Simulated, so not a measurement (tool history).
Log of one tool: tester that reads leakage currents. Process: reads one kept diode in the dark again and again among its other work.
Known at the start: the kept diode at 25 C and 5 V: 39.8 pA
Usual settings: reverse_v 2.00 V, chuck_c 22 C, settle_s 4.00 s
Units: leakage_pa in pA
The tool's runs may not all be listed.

run	hour	reverse_v	chuck_c	settle_s	leakage_pa
1	0.0	2.00	22	4.00	19.14
2	115.9	2.00	22	4.00	19.15
3	249.3	2.00	22	4.00	18.97
4	384.5	1.06	22	4.00	14.02
5	462.9	1.06	22	4.00	13.98
# hour 526.6: chuck's temperature calibrated
6	555.4	1.06	22	4.00	13.91
7	631.2	1.22	22	4.00	14.88
8	730.4	1.22	22	4.00	15.01
9	832.2	1.22	22	4.00	14.91
10	943.2	1.32	59	6.70	385.43
11	1070.8	1.32	59	6.70	386.56
12	1166.5	8.06	22	9.59	38.27

3 ways to go on from here, each from the tool as it stands after run 12. What would each give?
A	1293.8	8.06	53	9.59	?
B	1293.8	13.29	40	2.90	?
C	1293.8	5.60	28	4.00	?

run	leakage_pa
A	589.61
B	255.45
C	56.50
Without the tool's hidden state the same runs would have given:
run	leakage_pa
A	589.61
B	255.41
C	56.48
